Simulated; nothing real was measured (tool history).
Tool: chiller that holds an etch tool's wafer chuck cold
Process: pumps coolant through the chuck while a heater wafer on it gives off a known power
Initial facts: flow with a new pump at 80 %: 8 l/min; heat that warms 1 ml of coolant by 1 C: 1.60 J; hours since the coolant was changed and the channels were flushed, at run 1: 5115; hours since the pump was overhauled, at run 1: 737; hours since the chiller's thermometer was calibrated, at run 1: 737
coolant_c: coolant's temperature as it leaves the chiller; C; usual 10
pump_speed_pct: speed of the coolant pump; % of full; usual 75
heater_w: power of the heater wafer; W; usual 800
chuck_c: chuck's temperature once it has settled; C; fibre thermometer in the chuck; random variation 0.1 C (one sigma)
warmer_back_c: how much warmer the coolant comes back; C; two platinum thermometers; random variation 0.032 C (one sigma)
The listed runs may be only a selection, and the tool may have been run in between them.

run,hour,coolant_c,pump_speed_pct,heater_w,hours since the coolant was changed and the channels were flushed,hours since the pump was overhauled,hours since the chiller's thermometer was calibrated,chuck_c,warmer_back_c
1,0.0,10,75,800,5115,737,737,19.8,4.01
2,66.8,20,75,800,5182,804,804,29.7,4.04
3,107.3,20,75,800,5222,845,845,29.9,4.05
4,176.7,20,75,800,5292,914,914,29.7,4.02
5,254.2,20,75,800,5369,992,992,29.7,4.02
6,318.4,20,75,800,5433,1056,1056,29.6,3.98
7,359.6,20,75,800,5475,1097,1097,29.7,3.98
8,442.3,10,75,800,5557,1180,1180,19.8,4.00
9,530.0,10,75,800,5645,1267,1267,19.6,3.96
10,590.8,10,78,800,5706,1328,1328,19.3,3.81
11,659.2,6,75,546,5774,1397,1397,12.7,2.68
12,714.6,6,89,546,5829,1452,1452,11.7,2.19
13,790.5,12,93,599,5905,1528,1528,18.0,2.26
14,855.0,12,93,599,5970,1592,1592,18.2,2.24
15,932.3,12,95,1084,6047,1670,1670,22.8,4.09
16,1003.4,1,75,800,6118,1741,1741,10.8,3.85
17,1087.8,8,66,713,6203,1825,1825,17.8,4.11
18,1174.8,15,64,1055,6290,1912,1912,29.7,6.33
19,1238.8,19,75,553,6354,1976,1976,25.6,2.70
20,1316.5,19,75,553,6431,2054,2054,25.7,2.68

Each row is a separate what-if for the run after 20, all from the same tool condition, not one after another. Results?
A,1388.3,10,87,423,6503,2126,2126,?,?
B,1388.3,19,78,553,6503,2126,2126,?,?
C,1388.3,19,84,501,6503,2126,2126,?,?

run,chuck_c,warmer_back_c
A,14.6,1.69
B,25.7,2.53
C,24.6,2.10
Without the tool's unlogged condition, the same runs would have read:
run,chuck_c,warmer_back_c
A,14.6,1.82
B,25.7,2.66
C,24.6,2.22
